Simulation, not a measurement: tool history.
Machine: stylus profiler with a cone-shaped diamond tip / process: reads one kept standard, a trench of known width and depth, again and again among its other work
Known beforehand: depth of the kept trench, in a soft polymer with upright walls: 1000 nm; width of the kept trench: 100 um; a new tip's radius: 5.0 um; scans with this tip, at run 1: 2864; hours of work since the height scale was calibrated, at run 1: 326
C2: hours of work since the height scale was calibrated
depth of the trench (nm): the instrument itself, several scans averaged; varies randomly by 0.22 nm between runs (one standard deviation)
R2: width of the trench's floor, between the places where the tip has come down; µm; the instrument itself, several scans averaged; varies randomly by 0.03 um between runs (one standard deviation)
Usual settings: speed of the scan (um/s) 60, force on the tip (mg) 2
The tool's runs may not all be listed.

run 1 hour=0 | speed_of_the_scan_(um/s)=60 force_on_the_tip_(mg)=2 | scans_with_this_tip=2864 C2=326 | depth_of_the_trench_(nm)=1008.41 R2=93.36
run 2 hour=16.9 | speed_of_the_scan_(um/s)=52 force_on_the_tip_(mg)=2 | scans_with_this_tip=2930 C2=333 | depth_of_the_trench_(nm)=1008.48 R2=93.41
run 3 hour=24.6 | speed_of_the_scan_(um/s)=52 force_on_the_tip_(mg)=2 | scans_with_this_tip=2959 C2=337 | depth_of_the_trench_(nm)=1008.35 R2=93.44
run 4 hour=40 | speed_of_the_scan_(um/s)=52 force_on_the_tip_(mg)=2 | scans_with_this_tip=3019 C2=343 | depth_of_the_trench_(nm)=1008.4 R2=93.38
run 5 hour=48.7 | speed_of_the_scan_(um/s)=60 force_on_the_tip_(mg)=2 | scans_with_this_tip=3053 C2=347 | depth_of_the_trench_(nm)=1008.41 R2=93.34
run 6 hour=66.5 | speed_of_the_scan_(um/s)=60 force_on_the_tip_(mg)=2 | scans_with_this_tip=3122 C2=355 | depth_of_the_trench_(nm)=1008.63 R2=93.37
run 7 hour=75.4 | speed_of_the_scan_(um/s)=60 force_on_the_tip_(mg)=2 | scans_with_this_tip=3156 C2=359 | depth_of_the_trench_(nm)=1008.35 R2=93.37
run 8 hour=93.3 | speed_of_the_scan_(um/s)=60 force_on_the_tip_(mg)=2 | scans_with_this_tip=3225 C2=367 | depth_of_the_trench_(nm)=1008.74 R2=93.36
run 9 hour=106.1 | speed_of_the_scan_(um/s)=60 force_on_the_tip_(mg)=2 | scans_with_this_tip=3275 C2=373 | depth_of_the_trench_(nm)=1008.4 R2=93.33
-- hour=108.1 height scale calibrated on a step standard
run 10 hour=119.5 | speed_of_the_scan_(um/s)=42 force_on_the_tip_(mg)=2 | scans_with_this_tip=3325 C2=5 | depth_of_the_trench_(nm)=1009.02 R2=93.42
run 11 hour=129 | speed_of_the_scan_(um/s)=42 force_on_the_tip_(mg)=2 | scans_with_this_tip=3361 C2=9 | depth_of_the_trench_(nm)=1008.96 R2=93.4
run 12 hour=146.3 | speed_of_the_scan_(um/s)=60 force_on_the_tip_(mg)=2 | scans_with_this_tip=3428 C2=17 | depth_of_the_trench_(nm)=1009.25 R2=93.35
run 13 hour=157.5 | speed_of_the_scan_(um/s)=60 force_on_the_tip_(mg)=4.46 | scans_with_this_tip=3471 C2=22 | depth_of_the_trench_(nm)=1014.41 R2=93.37
-- hour=164.7 height scale calibrated on a step standard, once more
run 14 hour=171.1 | speed_of_the_scan_(um/s)=60 force_on_the_tip_(mg)=4.46 | scans_with_this_tip=3522 C2=3 | depth_of_the_trench_(nm)=1012.33 R2=93.44
run 15 hour=186.2 | speed_of_the_scan_(um/s)=60 force_on_the_tip_(mg)=2.51 | scans_with_this_tip=3580 C2=9 | depth_of_the_trench_(nm)=1008.09 R2=93.33
run 16 hour=198 | speed_of_the_scan_(um/s)=60 force_on_the_tip_(mg)=2.51 | scans_with_this_tip=3626 C2=15 | depth_of_the_trench_(nm)=1008.39 R2=93.36
run 17 hour=210.6 | speed_of_the_scan_(um/s)=30 force_on_the_tip_(mg)=2.06 | scans_with_this_tip=3675 C2=20 | depth_of_the_trench_(nm)=1007.76 R2=93.38
run 18 hour=218.4 | speed_of_the_scan_(um/s)=29 force_on_the_tip_(mg)=2.17 | scans_with_this_tip=3705 C2=24 | depth_of_the_trench_(nm)=1008.15 R2=93.4
run 19 hour=227.5 | speed_of_the_scan_(um/s)=48 force_on_the_tip_(mg)=0.81 | scans_with_this_tip=3740 C2=28 | depth_of_the_trench_(nm)=1004.13 R2=93.25
run 20 hour=238.1 | speed_of_the_scan_(um/s)=48 force_on_the_tip_(mg)=0.81 | scans_with_this_tip=3781 C2=32 | depth_of_the_trench_(nm)=1003.84 R2=93.23
run 21 hour=255.5 | speed_of_the_scan_(um/s)=48 force_on_the_tip_(mg)=0.81 | scans_with_this_tip=3849 C2=40 | depth_of_the_trench_(nm)=1004.44 R2=93.23
run 22 hour=267.1 | speed_of_the_scan_(um/s)=48 force_on_the_tip_(mg)=0.81 | scans_with_this_tip=3893 C2=45 | depth_of_the_trench_(nm)=1004.12 R2=93.21
run 23 hour=284.8 | speed_of_the_scan_(um/s)=48 force_on_the_tip_(mg)=0.81 | scans_with_this_tip=3962 C2=53 | depth_of_the_trench_(nm)=1004.43 R2=93.25
run 24 hour=299.3 | speed_of_the_scan_(um/s)=48 force_on_the_tip_(mg)=0.81 | scans_with_this_tip=4018 C2=59 | depth_of_the_trench_(nm)=1004.46 R2=93.18
run 25 hour=307.1 | speed_of_the_scan_(um/s)=82 force_on_the_tip_(mg)=0.82 | scans_with_this_tip=4048 C2=63 | depth_of_the_trench_(nm)=1004.43 R2=92.95
run 26 hour=315.8 | speed_of_the_scan_(um/s)=68 force_on_the_tip_(mg)=2 | scans_with_this_tip=4082 C2=66 | depth_of_the_trench_(nm)=1008.04 R2=93.27
run 27 hour=326.5 | speed_of_the_scan_(um/s)=68 force_on_the_tip_(mg)=2 | scans_with_this_tip=4123 C2=71 | depth_of_the_trench_(nm)=1007.8 R2=93.22

Predict each of these 5 candidate next runs independently; none follows another, all start after run 27:
run A hour=336.6 | speed_of_the_scan_(um/s)=231 force_on_the_tip_(mg)=0.93 | scans_with_this_tip=4162 C2=76 | depth_of_the_trench_(nm)=? R2=?
run B hour=336.6 | speed_of_the_scan_(um/s)=139 force_on_the_tip_(mg)=2.25 | scans_with_this_tip=4162 C2=76 | depth_of_the_trench_(nm)=? R2=?
run C hour=336.6 | speed_of_the_scan_(um/s)=32 force_on_the_tip_(mg)=2 | scans_with_this_tip=4162 C2=76 | depth_of_the_trench_(nm)=? R2=?
run D hour=336.6 | speed_of_the_scan_(um/s)=135 force_on_the_tip_(mg)=3.08 | scans_with_this_tip=4162 C2=76 | depth_of_the_trench_(nm)=? R2=?
run E hour=336.6 | speed_of_the_scan_(um/s)=23 force_on_the_tip_(mg)=1.71 | scans_with_this_tip=4162 C2=76 | depth_of_the_trench_(nm)=? R2=?

run=A depth_of_the_trench_(nm)=1004.58 R2=92.17
run=B depth_of_the_trench_(nm)=1008.77 R2=92.99
run=C depth_of_the_trench_(nm)=1007.18 R2=93.38
run=D depth_of_the_trench_(nm)=1010.1 R2=93.07
run=E depth_of_the_trench_(nm)=1007.12 R2=93.39
Take away the tool's hidden state, keep each run's random variation, and the runs would have read:
run=A depth_of_the_trench_(nm)=1003.94 R2=92.67
run=B depth_of_the_trench_(nm)=1008.14 R2=93.49
run=C depth_of_the_trench_(nm)=1006.55 R2=93.88
run=D depth_of_the_trench_(nm)=1009.47 R2=93.57
run=E depth_of_the_trench_(nm)=1006.49 R2=93.89

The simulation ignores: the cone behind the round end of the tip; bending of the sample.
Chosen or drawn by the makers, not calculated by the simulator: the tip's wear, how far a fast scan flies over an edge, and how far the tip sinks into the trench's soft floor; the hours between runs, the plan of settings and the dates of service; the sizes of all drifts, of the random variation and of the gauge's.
